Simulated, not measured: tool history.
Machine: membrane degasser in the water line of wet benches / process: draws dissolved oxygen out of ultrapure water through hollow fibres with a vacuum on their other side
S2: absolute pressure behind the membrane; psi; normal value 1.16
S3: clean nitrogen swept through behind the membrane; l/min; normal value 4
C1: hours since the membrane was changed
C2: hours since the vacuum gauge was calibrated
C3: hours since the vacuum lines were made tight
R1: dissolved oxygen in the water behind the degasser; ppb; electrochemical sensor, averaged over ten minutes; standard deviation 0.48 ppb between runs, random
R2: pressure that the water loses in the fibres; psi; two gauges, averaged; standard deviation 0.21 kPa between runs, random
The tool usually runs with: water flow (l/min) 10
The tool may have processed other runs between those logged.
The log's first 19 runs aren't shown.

{"run": 20, "hour": 4055.8, "water flow (l/min)": 6, "S2": 1.44, "S3": 1.88, "C1": 12299, "C2": 983, "C3": 9045, "R1": 56.4, "R2": 4.67}
{"hour": 4216.7, "done": "seals of the vacuum lines changed"}
{"run": 21, "hour": 4322.2, "water flow (l/min)": 6, "S2": 1.44, "S3": 5.55, "C1": 12564, "C2": 1247, "C3": 106, "R1": 19.7, "R2": 4.67}
{"run": 22, "hour": 4510.9, "water flow (l/min)": 6, "S2": 1.44, "S3": 5.55, "C1": 12752, "C2": 1436, "C3": 294, "R1": 19.5, "R2": 4.715}
{"run": 23, "hour": 4630.9, "water flow (l/min)": 10, "S2": 0.779, "S3": 4, "C1": 12872, "C2": 1556, "C3": 414, "R1": 25.1, "R2": 7.831}
{"run": 24, "hour": 4833.1, "water flow (l/min)": 10, "S2": 0.779, "S3": 4, "C1": 13075, "C2": 1758, "C3": 616, "R1": 25.6, "R2": 7.915}
{"run": 25, "hour": 5084.0, "water flow (l/min)": 11, "S2": 0.706, "S3": 5.52, "C1": 13325, "C2": 2009, "C3": 867, "R1": 26.5, "R2": 8.64}
{"run": 26, "hour": 5244.7, "water flow (l/min)": 14, "S2": 0.734, "S3": 4.09, "C1": 13486, "C2": 2169, "C3": 1028, "R1": 57.6, "R2": 11.061}
{"run": 27, "hour": 5437.8, "water flow (l/min)": 11, "S2": 1.16, "S3": 3.09, "C1": 13679, "C2": 2363, "C3": 1221, "R1": 60.7, "R2": 8.688}
{"run": 28, "hour": 5651.6, "water flow (l/min)": 13, "S2": 0.857, "S3": 3.32, "C1": 13893, "C2": 2576, "C3": 1435, "R1": 58.6, "R2": 10.299}
{"run": 29, "hour": 5888.1, "water flow (l/min)": 12, "S2": 1.604, "S3": 2.52, "C1": 14130, "C2": 2813, "C3": 1671, "R1": 115.1, "R2": 9.452}
{"run": 30, "hour": 6051.9, "water flow (l/min)": 9, "S2": 2.743, "S3": 2.52, "C1": 14293, "C2": 2977, "C3": 1835, "R1": 146.4, "R2": 7.104}
{"run": 31, "hour": 6260.8, "water flow (l/min)": 16, "S2": 2.628, "S3": 3.3, "C1": 14502, "C2": 3186, "C3": 2044, "R1": 232.8, "R2": 12.707}
{"run": 32, "hour": 6499.3, "water flow (l/min)": 9, "S2": 1.16, "S3": 7.44, "C1": 14741, "C2": 3424, "C3": 2283, "R1": 22.8, "R2": 7.181}

What if the next run were any one of these 3? Each begins from the tool's condition after run 32:
{"run": "A", "hour": 6712.1, "water flow (l/min)": 12, "S2": 1.16, "S3": 4, "C1": 14954, "C2": 3637, "C3": 2495, "R1": "?", "R2": "?"}
{"run": "B", "hour": 6712.1, "water flow (l/min)": 10, "S2": 1.16, "S3": 2.08, "C1": 14954, "C2": 3637, "C3": 2495, "R1": "?", "R2": "?"}
{"run": "C", "hour": 6712.1, "water flow (l/min)": 13, "S2": 0.924, "S3": 11.27, "C1": 14954, "C2": 3637, "C3": 2495, "R1": "?", "R2": "?"}

run=A R1=61.7 R2=9.471
run=B R1=69.8 R2=7.958
run=C R1=43.4 R2=10.398
Without the tool's hidden state the same runs would have given:
run=A R1=50.7 R2=8.686
run=B R1=63 R2=7.298
run=C R1=29.8 R2=9.539

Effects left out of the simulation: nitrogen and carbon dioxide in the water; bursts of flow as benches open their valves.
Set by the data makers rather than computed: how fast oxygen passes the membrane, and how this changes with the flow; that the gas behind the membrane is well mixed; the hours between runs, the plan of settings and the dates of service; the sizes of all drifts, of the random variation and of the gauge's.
